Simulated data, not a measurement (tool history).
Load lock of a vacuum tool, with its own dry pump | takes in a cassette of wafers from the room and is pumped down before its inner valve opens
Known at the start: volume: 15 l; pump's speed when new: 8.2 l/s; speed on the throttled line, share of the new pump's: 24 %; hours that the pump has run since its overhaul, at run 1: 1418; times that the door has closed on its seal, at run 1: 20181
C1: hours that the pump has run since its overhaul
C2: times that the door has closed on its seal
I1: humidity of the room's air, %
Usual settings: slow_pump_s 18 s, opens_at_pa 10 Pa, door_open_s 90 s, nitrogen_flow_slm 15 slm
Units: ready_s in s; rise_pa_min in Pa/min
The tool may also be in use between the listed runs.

run 1 hour=0 | slow_pump_s=18 opens_at_pa=10 door_open_s=90 nitrogen_flow_slm=15 | C1=1418 C2=20181 | I1=45.5 | ready_s=31 rise_pa_min=0.311
run 2 hour=656.3 | slow_pump_s=18 opens_at_pa=10 door_open_s=90 nitrogen_flow_slm=15 | C1=2074 C2=23285 | I1=49.3 | ready_s=31.4 rise_pa_min=0.371
run 3 hour=1269.3 | slow_pump_s=18 opens_at_pa=10 door_open_s=90 nitrogen_flow_slm=15 | C1=2687 C2=26185 | I1=45.3 | ready_s=30.7 rise_pa_min=0.436
run 4 hour=1812.6 | slow_pump_s=18 opens_at_pa=10 door_open_s=90 nitrogen_flow_slm=15 | C1=3230 C2=28754 | I1=43.4 | ready_s=31.5 rise_pa_min=0.481
run 5 hour=2329.2 | slow_pump_s=18 opens_at_pa=10 door_open_s=90 nitrogen_flow_slm=15 | C1=3747 C2=31197 | I1=47.3 | ready_s=31 rise_pa_min=0.558
run 6 hour=2770.7 | slow_pump_s=18 opens_at_pa=10 door_open_s=90 nitrogen_flow_slm=15 | C1=4189 C2=33285 | I1=44.8 | ready_s=31.2 rise_pa_min=0.629
-- hour=3047.9 door's seal changed, seat wiped
run 7 hour=3348.3 | slow_pump_s=18 opens_at_pa=10 door_open_s=90 nitrogen_flow_slm=15 | C1=4765 C2=1421 | I1=44.7 | ready_s=30.4 rise_pa_min=0.052
run 8 hour=3902.9 | slow_pump_s=18 opens_at_pa=10 door_open_s=90 nitrogen_flow_slm=15 | C1=5319 C2=4043 | I1=43.7 | ready_s=30.6 rise_pa_min=0.065
run 9 hour=4594.2 | slow_pump_s=18 opens_at_pa=10 door_open_s=90 nitrogen_flow_slm=15 | C1=6011 C2=7313 | I1=46.3 | ready_s=31.9 rise_pa_min=0.102
run 10 hour=5211.9 | slow_pump_s=18 opens_at_pa=10 door_open_s=90 nitrogen_flow_slm=44 | C1=6628 C2=10234 | I1=44.9 | ready_s=30.5 rise_pa_min=0.127
run 11 hour=5689 | slow_pump_s=18 opens_at_pa=10 door_open_s=90 nitrogen_flow_slm=15 | C1=7105 C2=12490 | I1=44.6 | ready_s=32.2 rise_pa_min=0.175
run 12 hour=6051.6 | slow_pump_s=18 opens_at_pa=10 door_open_s=34 nitrogen_flow_slm=15 | C1=7468 C2=14205 | I1=47.4 | ready_s=31.6 rise_pa_min=0.179
run 13 hour=6660.8 | slow_pump_s=18 opens_at_pa=10 door_open_s=90 nitrogen_flow_slm=13 | C1=8077 C2=17086 | I1=46.4 | ready_s=31.5 rise_pa_min=0.26
run 14 hour=7015.6 | slow_pump_s=18 opens_at_pa=10 door_open_s=90 nitrogen_flow_slm=13 | C1=8432 C2=18764 | I1=41.1 | ready_s=31.1 rise_pa_min=0.286
run 15 hour=7351.5 | slow_pump_s=10 opens_at_pa=10 door_open_s=90 nitrogen_flow_slm=15 | C1=8768 C2=20353 | I1=48.1 | ready_s=25.7 rise_pa_min=0.328
run 16 hour=7822.7 | slow_pump_s=18 opens_at_pa=10 door_open_s=90 nitrogen_flow_slm=15 | C1=9239 C2=22581 | I1=45.9 | ready_s=31.1 rise_pa_min=0.365
run 17 hour=8417.1 | slow_pump_s=18 opens_at_pa=10 door_open_s=180 nitrogen_flow_slm=15 | C1=9833 C2=25392 | I1=44 | ready_s=32 rise_pa_min=0.447
run 18 hour=9066 | slow_pump_s=18 opens_at_pa=10 door_open_s=180 nitrogen_flow_slm=13 | C1=10482 C2=28461 | I1=42.1 | ready_s=31.5 rise_pa_min=0.527
run 19 hour=9674.5 | slow_pump_s=18 opens_at_pa=10 door_open_s=180 nitrogen_flow_slm=13 | C1=11091 C2=31339 | I1=45.8 | ready_s=31.8 rise_pa_min=0.627
run 20 hour=10141.4 | slow_pump_s=18 opens_at_pa=8 door_open_s=85 nitrogen_flow_slm=13 | C1=11558 C2=33547 | I1=45.8 | ready_s=31.8 rise_pa_min=0.676
-- hour=10338.5 door's seal changed, seat wiped
run 21 hour=10612.6 | slow_pump_s=18 opens_at_pa=8 door_open_s=85 nitrogen_flow_slm=13 | C1=12027 C2=1297 | I1=47.1 | ready_s=32.4 rise_pa_min=0.054
run 22 hour=11122.8 | slow_pump_s=18 opens_at_pa=8 door_open_s=85 nitrogen_flow_slm=13 | C1=12538 C2=3710 | I1=43.7 | ready_s=32 rise_pa_min=0.074
run 23 hour=11429.9 | slow_pump_s=32 opens_at_pa=8 door_open_s=85 nitrogen_flow_slm=7 | C1=12845 C2=5162 | I1=44.6 | ready_s=42.6 rise_pa_min=0.091
run 24 hour=11742.1 | slow_pump_s=32 opens_at_pa=8 door_open_s=85 nitrogen_flow_slm=7 | C1=13157 C2=6638 | I1=43.3 | ready_s=42.4 rise_pa_min=0.114
run 25 hour=12161.1 | slow_pump_s=29 opens_at_pa=8 door_open_s=85 nitrogen_flow_slm=39 | C1=13576 C2=8620 | I1=43.5 | ready_s=40.2 rise_pa_min=0.11
run 26 hour=12498.8 | slow_pump_s=14 opens_at_pa=9 door_open_s=85 nitrogen_flow_slm=17 | C1=13914 C2=10217 | I1=45.9 | ready_s=29.6 rise_pa_min=0.144
run 27 hour=13151.9 | slow_pump_s=14 opens_at_pa=9 door_open_s=85 nitrogen_flow_slm=17 | C1=14567 C2=13306 | I1=43.9 | ready_s=29.5 rise_pa_min=0.188
run 28 hour=13544.7 | slow_pump_s=29 opens_at_pa=10 door_open_s=90 nitrogen_flow_slm=15 | C1=14960 C2=15163 | I1=44.7 | ready_s=39.6 rise_pa_min=0.218
run 29 hour=14037.8 | slow_pump_s=18 opens_at_pa=14 door_open_s=81 nitrogen_flow_slm=15 | C1=15453 C2=17496 | I1=45.1 | ready_s=31.2 rise_pa_min=0.258
run 30 hour=14353.1 | slow_pump_s=25 opens_at_pa=10 door_open_s=55 nitrogen_flow_slm=15 | C1=15768 C2=18987 | I1=43.3 | ready_s=37.3 rise_pa_min=0.28
run 31 hour=14770.2 | slow_pump_s=29 opens_at_pa=10 door_open_s=132 nitrogen_flow_slm=15 | C1=16185 C2=20959 | I1=43.8 | ready_s=39.9 rise_pa_min=0.331
run 32 hour=15334.5 | slow_pump_s=26 opens_at_pa=10 door_open_s=90 nitrogen_flow_slm=10 | C1=16749 C2=23628 | I1=48.9 | ready_s=38.4 rise_pa_min=0.398
run 33 hour=15753.1 | slow_pump_s=26 opens_at_pa=10 door_open_s=90 nitrogen_flow_slm=10 | C1=17168 C2=25608 | I1=43.4 | ready_s=38.7 rise_pa_min=0.439
run 34 hour=16246.1 | slow_pump_s=18 opens_at_pa=10 door_open_s=47 nitrogen_flow_slm=15 | C1=17661 C2=27939 | I1=44.9 | ready_s=32.2 rise_pa_min=0.47
run 35 hour=16695.4 | slow_pump_s=18 opens_at_pa=10 door_open_s=91 nitrogen_flow_slm=6 | C1=18110 C2=30064 | I1=44.2 | ready_s=32.5 rise_pa_min=0.557
run 36 hour=17104.1 | slow_pump_s=18 opens_at_pa=10 door_open_s=91 nitrogen_flow_slm=6 | C1=18519 C2=31997 | I1=44.5 | ready_s=32.6 rise_pa_min=0.61
run 37 hour=17511 | slow_pump_s=18 opens_at_pa=14 door_open_s=81 nitrogen_flow_slm=15 | C1=18926 C2=33921 | I1=45.3 | ready_s=31.6 rise_pa_min=0.656

Forecast each of these 4 alternatives for the next run:
-- hour=17663.3 door's seal changed, seat wiped
run A hour=17810 | slow_pump_s=18 opens_at_pa=14 door_open_s=90 nitrogen_flow_slm=5 | C1=19223 C2=694 | I1=46.3 | ready_s=? rise_pa_min=?
-- hour=17663.3 door's seal changed, seat wiped
run B hour=17810 | slow_pump_s=18 opens_at_pa=14 door_open_s=166 nitrogen_flow_slm=15 | C1=19223 C2=694 | I1=45.1 | ready_s=? rise_pa_min=?
-- hour=17663.3 door's seal changed, seat wiped
run C hour=17810 | slow_pump_s=18 opens_at_pa=14 door_open_s=71 nitrogen_flow_slm=15 | C1=19223 C2=694 | I1=42.6 | ready_s=? rise_pa_min=?
-- hour=17663.3 door's seal changed, seat wiped
run D hour=17810 | slow_pump_s=18 opens_at_pa=18 door_open_s=90 nitrogen_flow_slm=5 | C1=19223 C2=694 | I1=45.6 | ready_s=? rise_pa_min=?

run=A ready_s=31.9 rise_pa_min=0.071
run=B ready_s=31.6 rise_pa_min=0.059
run=C ready_s=31.9 rise_pa_min=0.047
run=D ready_s=31.7 rise_pa_min=0.067
Without the tool's hidden state the same runs would have given:
run=A ready_s=30 rise_pa_min=0.064
run=B ready_s=29.7 rise_pa_min=0.052
run=C ready_s=30.1 rise_pa_min=0.041
run=D ready_s=29.9 rise_pa_min=0.06
